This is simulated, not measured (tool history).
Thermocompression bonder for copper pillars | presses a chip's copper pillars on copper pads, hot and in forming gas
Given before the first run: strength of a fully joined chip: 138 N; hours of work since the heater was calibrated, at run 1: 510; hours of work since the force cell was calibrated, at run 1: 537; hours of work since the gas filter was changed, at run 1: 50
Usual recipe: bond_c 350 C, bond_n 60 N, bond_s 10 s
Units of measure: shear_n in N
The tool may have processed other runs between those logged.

| run | hour | bond_c | bond_n | bond_s | hours of work since the heater was calibrated | hours of work since the force cell was calibrated | hours of work since the gas filter was changed | shear_n |
|---|---|---|---|---|---|---|---|---|
| 1 | 0.0 | 350 | 60 | 10 | 510 | 537 | 50 | 89.6 |
|  | 36.4 | heater calibrated with a thermocouple chip |
| 2 | 62.9 | 350 | 60 | 10 | 17 | 576 | 89 | 87.3 |
|  | 132.8 | forming gas filter changed |
| 3 | 132.8 | 350 | 60 | 10 | 61 | 620 | 0 | 89.0 |
| 4 | 170.8 | 350 | 60 | 10 | 86 | 644 | 24 | 89.2 |
| 5 | 223.3 | 350 | 60 | 10 | 119 | 678 | 58 | 87.9 |
| 6 | 269.9 | 377 | 60 | 10 | 149 | 708 | 88 | 98.4 |
| 7 | 325.8 | 350 | 60 | 10 | 185 | 744 | 124 | 89.6 |
|  | 340.8 | forming gas filter changed |
| 8 | 369.0 | 350 | 60 | 10 | 212 | 771 | 18 | 87.6 |
| 9 | 405.4 | 350 | 60 | 10 | 235 | 794 | 41 | 89.1 |
| 10 | 466.7 | 350 | 60 | 10 | 275 | 833 | 81 | 87.7 |
| 11 | 533.2 | 350 | 60 | 10 | 317 | 876 | 123 | 88.1 |
|  | 548.4 | forming gas filter changed |
| 12 | 579.7 | 350 | 60 | 10 | 347 | 905 | 20 | 88.2 |
| 13 | 625.0 | 350 | 60 | 10 | 376 | 934 | 49 | 89.4 |
| 14 | 663.6 | 350 | 60 | 28 | 400 | 959 | 74 | 114.2 |
| 15 | 706.9 | 350 | 60 | 28 | 428 | 987 | 101 | 112.4 |
| 16 | 745.5 | 350 | 60 | 28 | 453 | 1011 | 126 | 110.8 |
|  | 755.9 | forming gas filter changed |
| 17 | 814.2 | 350 | 60 | 28 | 496 | 1055 | 37 | 112.2 |
| 18 | 856.3 | 350 | 60 | 28 | 523 | 1082 | 64 | 111.5 |
|  | 868.7 | heater calibrated with a thermocouple chip |
| 19 | 891.1 | 350 | 60 | 28 | 14 | 1103 | 85 | 111.4 |
| 20 | 952.5 | 359 | 61 | 6 | 54 | 1142 | 124 | 80.1 |
|  | 965.1 | forming gas filter changed |
| 21 | 1001.9 | 359 | 61 | 6 | 85 | 1174 | 24 | 79.9 |
| 22 | 1061.1 | 326 | 87 | 9 | 123 | 1211 | 61 | 86.9 |
| 23 | 1092.6 | 326 | 87 | 9 | 143 | 1232 | 82 | 88.0 |
| 24 | 1125.1 | 348 | 40 | 22 | 164 | 1252 | 102 | 91.1 |
|  | 1171.8 | forming gas filter changed |
| 25 | 1171.8 | 348 | 48 | 22 | 193 | 1282 | 0 | 98.0 |
| 26 | 1216.3 | 372 | 59 | 22 | 222 | 1310 | 28 | 112.4 |
| 27 | 1273.8 | 353 | 60 | 5 | 259 | 1347 | 65 | 72.7 |
| 28 | 1305.6 | 380 | 37 | 25 | 279 | 1368 | 86 | 105.9 |
| 29 | 1358.2 | 380 | 42 | 19 | 313 | 1401 | 119 | 103.7 |

Run 30 comes next. What will it give?
|  | 1380.2 | forming gas filter changed |
| 30 | 1412.4 | 338 | 41 | 25 | 347 | 1436 | 21 | ? |

Logged for run 30: shear_n 90.6 N.
Without the tool's hidden state the same run would have given shear_n 90.5 N.

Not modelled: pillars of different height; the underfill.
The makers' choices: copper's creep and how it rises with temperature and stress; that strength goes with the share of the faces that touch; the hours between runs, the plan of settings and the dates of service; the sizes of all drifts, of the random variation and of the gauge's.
